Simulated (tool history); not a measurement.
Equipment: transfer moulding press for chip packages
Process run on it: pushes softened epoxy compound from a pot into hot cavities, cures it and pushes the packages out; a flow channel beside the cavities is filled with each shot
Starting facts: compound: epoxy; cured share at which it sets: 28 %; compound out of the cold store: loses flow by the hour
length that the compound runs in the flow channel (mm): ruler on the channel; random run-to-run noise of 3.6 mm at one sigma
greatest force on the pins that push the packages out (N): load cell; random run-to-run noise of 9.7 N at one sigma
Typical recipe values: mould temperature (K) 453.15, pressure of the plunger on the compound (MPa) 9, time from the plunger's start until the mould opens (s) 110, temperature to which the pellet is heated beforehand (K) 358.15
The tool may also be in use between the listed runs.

run,day,mould temperature (K),pressure of the plunger on the compound (MPa),time from the plunger's start until the mould opens (s),temperature to which the pellet is heated beforehand (K),incoming compound's hours out of the cold store,length that the compound runs in the flow channel (mm),greatest force on the pins that push the packages out (N)
1,0,453.15,9,110,358.15,16.2,666,683
# day 0.567: cavities cleaned with cleaning compound and waxed
2,2.467,453.15,9,110,358.15,34.1,607,627
# day 4.246: cavities cleaned with cleaning compound and waxed
# day 5.725: mould's thermocouples calibrated
3,6.325,453.15,9,110,358.15,44.4,575,655
# day 8.221: cavities cleaned with cleaning compound and waxed
4,8.767,453.15,9,110,358.15,23,634,557
# day 10.625: plunger's sealing rings changed
5,11.121,453.15,7.72,110,358.15,8.4,661,674
# day 12.25: cavities cleaned with cleaning compound and waxed
6,14.475,453.15,7.72,110,358.15,45.5,549,666
# day 16.05: cavities cleaned with cleaning compound and waxed
7,18.2,453.15,9,110,356.15,35,616,663
# day 19.833: cavities cleaned with cleaning compound and waxed
8,21.942,453.15,9,146,356.15,44.5,582,637
# day 23.838: cavities cleaned with cleaning compound and waxed
9,25.108,453.15,9,123,358.15,12.8,669,609
# day 27.796: cavities cleaned with cleaning compound and waxed
10,29.033,453.15,9,123,358.15,8.5,677,585
# day 30.262: plunger's sealing rings changed
# day 30.554: mould's thermocouples calibrated
# day 31.671: cavities cleaned with cleaning compound and waxed
11,31.954,453.15,9,123,358.15,12.8,692,477
12,34.596,453.15,9,123,358.15,14.3,682,662
# day 35.525: cavities cleaned with cleaning compound and waxed
13,38.517,453.15,8.41,110,358.15,46.3,559,686
# day 39.525: cavities cleaned with cleaning compound and waxed
14,42.679,461.15,7.85,132,366.15,12,620,654
# day 43.283: cavities cleaned with cleaning compound and waxed
15,46.654,449.15,7.83,132,366.15,12,632,665
# day 47.238: cavities cleaned with cleaning compound and waxed
16,48.729,461.15,7.83,101,366.15,12.3,604,595
# day 49.779: plunger's sealing rings changed
# day 51.242: cavities cleaned with cleaning compound and waxed
17,52.679,455.15,9,110,358.15,12.5,687,589
# day 55.042: cavities cleaned with cleaning compound and waxed
# day 55.333: mould's thermocouples calibrated
18,55.758,455.15,9,110,358.15,31.4,629,535
# day 58.858: cavities cleaned with cleaning compound and waxed
19,59.938,447.15,8.34,95,351.15,26.8,624,931
20,61.975,453.15,6.9,106,358.15,41.5,514,671
# day 62.654: cavities cleaned with cleaning compound and waxed
21,64.912,453.15,9,102,356.15,23.3,640,688
# day 66.521: cavities cleaned with cleaning compound and waxed
22,68.271,453.15,9,102,356.15,9.6,671,646
# day 69.375: plunger's sealing rings changed
# day 70.483: cavities cleaned with cleaning compound and waxed
23,71.892,460.15,10.71,134,348.15,31.9,677,607
# day 74.212: cavities cleaned with cleaning compound and waxed
24,75.946,454.15,9,110,349.15,8.4,701,604
# day 78.2: cavities cleaned with cleaning compound and waxed
25,78.925,449.15,8.69,126,352.15,26.8,627,566
# day 80.029: mould's thermocouples calibrated
# day 82.033: cavities cleaned with cleaning compound and waxed
26,83.192,453.15,10.72,110,354.15,18.6,713,604

Each row is a separate what-if for the run after 26, all from the same tool condition, not one after another. Results?
# day 85.817: cavities cleaned with cleaning compound and waxed
A,85.942,452.15,7.77,110,357.15,30.3,?,?
# day 85.817: cavities cleaned with cleaning compound and waxed
B,85.942,453.15,10.48,137,349.15,25.8,?,?
# day 85.817: cavities cleaned with cleaning compound and waxed
C,85.942,448.15,9,94,358.15,10.3,?,?

run,length that the compound runs in the flow channel (mm),greatest force on the pins that push the packages out (N)
A,568,457
B,677,441
C,681,716
The same runs, with their run-to-run variation unchanged, on a tool lacking any hidden condition would have given:
run,length that the compound runs in the flow channel (mm),greatest force on the pins that push the packages out (N)
A,595,431
B,709,418
C,713,664
